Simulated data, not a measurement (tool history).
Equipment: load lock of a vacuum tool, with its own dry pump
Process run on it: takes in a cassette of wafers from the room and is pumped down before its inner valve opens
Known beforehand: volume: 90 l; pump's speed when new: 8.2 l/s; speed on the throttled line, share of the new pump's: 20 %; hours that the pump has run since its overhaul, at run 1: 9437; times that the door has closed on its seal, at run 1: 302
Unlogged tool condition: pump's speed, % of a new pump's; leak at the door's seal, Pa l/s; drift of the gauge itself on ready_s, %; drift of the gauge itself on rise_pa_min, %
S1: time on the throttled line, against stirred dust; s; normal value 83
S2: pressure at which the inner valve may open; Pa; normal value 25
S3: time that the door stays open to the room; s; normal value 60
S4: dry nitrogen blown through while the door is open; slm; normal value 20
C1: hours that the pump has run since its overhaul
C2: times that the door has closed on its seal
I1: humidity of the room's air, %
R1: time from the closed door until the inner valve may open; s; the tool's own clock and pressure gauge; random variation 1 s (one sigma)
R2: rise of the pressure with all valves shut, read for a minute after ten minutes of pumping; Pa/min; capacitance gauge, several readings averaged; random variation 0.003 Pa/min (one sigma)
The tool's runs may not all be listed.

run 1 day=0.000 | S1=83 S2=25 S3=60 S4=20 | C1=9437 C2=302 | I1=48.2 | R1=165.3 R2=0.041
run 2 day=8.796 | S1=83 S2=25 S3=60 S4=20 | C1=9648 C2=966 | I1=44.0 | R1=164.2 R2=0.043
run 3 day=23.704 | S1=83 S2=25 S3=60 S4=20 | C1=10006 C2=2091 | I1=42.5 | R1=164.5 R2=0.049
run 4 day=35.321 | S1=83 S2=25 S3=60 S4=20 | C1=10285 C2=2968 | I1=43.2 | R1=165.5 R2=0.060
run 5 day=43.992 | S1=83 S2=25 S3=60 S4=20 | C1=10493 C2=3622 | I1=47.6 | R1=164.5 R2=0.069
run 6 day=57.879 | S1=83 S2=25 S3=60 S4=20 | C1=10826 C2=4670 | I1=42.3 | R1=164.3 R2=0.069
run 7 day=66.429 | S1=83 S2=45 S3=60 S4=20 | C1=11031 C2=5316 | I1=44.5 | R1=157.5 R2=0.080
run 8 day=72.654 | S1=83 S2=46 S3=60 S4=20 | C1=11181 C2=5786 | I1=44.4 | R1=157.6 R2=0.086
run 9 day=86.425 | S1=83 S2=46 S3=60 S4=20 | C1=11511 C2=6825 | I1=41.9 | R1=157.9 R2=0.107
run 10 day=96.658 | S1=83 S2=25 S3=60 S4=5 | C1=11757 C2=7598 | I1=40.8 | R1=166.0 R2=0.125
run 11 day=107.438 | S1=83 S2=25 S3=60 S4=5 | C1=12016 C2=8411 | I1=45.5 | R1=166.9 R2=0.144
run 12 day=116.067 | S1=83 S2=25 S3=60 S4=5 | C1=12223 C2=9063 | I1=45.5 | R1=167.0 R2=0.155
run 13 day=126.717 | S1=83 S2=25 S3=60 S4=31 | C1=12478 C2=9867 | I1=45.3 | R1=167.9 R2=0.143
run 14 day=139.438 | S1=83 S2=25 S3=60 S4=31 | C1=12784 C2=10827 | I1=45.0 | R1=167.3 R2=0.156
run 15 day=147.300 | S1=83 S2=25 S3=74 S4=31 | C1=12972 C2=11421 | I1=43.7 | R1=168.0 R2=0.179
run 16 day=159.617 | S1=83 S2=25 S3=74 S4=9 | C1=13268 C2=12350 | I1=40.1 | R1=168.7 R2=0.202
run 17 day=167.146 | S1=161 S2=31 S3=60 S4=20 | C1=13449 C2=12919 | I1=44.1 | R1=227.1 R2=0.202
run 18 day=179.471 | S1=83 S2=50 S3=60 S4=6 | C1=13744 C2=13849 | I1=46.3 | R1=157.8 R2=0.234
run 19 day=192.671 | S1=52 S2=48 S3=60 S4=20 | C1=14061 C2=14845 | I1=45.0 | R1=135.1 R2=0.257
run 20 day=199.912 | S1=52 S2=48 S3=60 S4=20 | C1=14235 C2=15392 | I1=49.2 | R1=137.4 R2=0.270
run 21 day=208.579 | S1=102 S2=31 S3=35 S4=9 | C1=14443 C2=16046 | I1=43.9 | R1=180.5 R2=0.269
run 22 day=222.967 | S1=102 S2=31 S3=35 S4=9 | C1=14788 C2=17132 | I1=40.2 | R1=183.1 R2=0.293
run 23 day=237.383 | S1=105 S2=31 S3=35 S4=28 | C1=15134 C2=18220 | I1=48.0 | R1=184.0 R2=0.314
run 24 day=251.071 | S1=105 S2=31 S3=156 S4=28 | C1=15463 C2=19253 | I1=45.5 | R1=185.5 R2=0.380
run 25 day=263.742 | S1=105 S2=31 S3=156 S4=28 | C1=15767 C2=20210 | I1=46.7 | R1=184.7 R2=0.415
run 26 day=272.371 | S1=105 S2=44 S3=26 S4=32 | C1=15974 C2=20861 | I1=45.8 | R1=180.9 R2=0.393
run 27 day=286.633 | S1=105 S2=44 S3=26 S4=32 | C1=16316 C2=21938 | I1=47.9 | R1=179.3 R2=0.427
run 28 day=300.662 | S1=105 S2=44 S3=26 S4=32 | C1=16653 C2=22997 | I1=46.6 | R1=180.0 R2=0.468

Predict each of these 5 candidate next runs independently; none follows another, all start after run 28:
run A day=308.912 | S1=90 S2=45 S3=60 S4=10 | C1=16851 C2=23620 | I1=46.4 | R1=? R2=?
run B day=308.912 | S1=120 S2=46 S3=60 S4=20 | C1=16851 C2=23620 | I1=41.5 | R1=? R2=?
run C day=308.912 | S1=108 S2=44 S3=25 S4=32 | C1=16851 C2=23620 | I1=47.7 | R1=? R2=?
run D day=308.912 | S1=83 S2=27 S3=197 S4=20 | C1=16851 C2=23620 | I1=47.3 | R1=? R2=?
run E day=308.912 | S1=57 S2=44 S3=26 S4=5 | C1=16851 C2=23620 | I1=46.4 | R1=? R2=?

run=A R1=167.7 R2=0.520
run=B R1=192.4 R2=0.485
run=C R1=183.2 R2=0.487
run=D R1=169.8 R2=0.541
run=E R1=143.4 R2=0.499
What these runs would have given with no unlogged condition in the tool:
run=A R1=156.7 R2=0.051
run=B R1=182.1 R2=0.028
run=C R1=172.4 R2=0.018
run=D R1=157.3 R2=0.079
run=E R1=131.3 R2=0.029

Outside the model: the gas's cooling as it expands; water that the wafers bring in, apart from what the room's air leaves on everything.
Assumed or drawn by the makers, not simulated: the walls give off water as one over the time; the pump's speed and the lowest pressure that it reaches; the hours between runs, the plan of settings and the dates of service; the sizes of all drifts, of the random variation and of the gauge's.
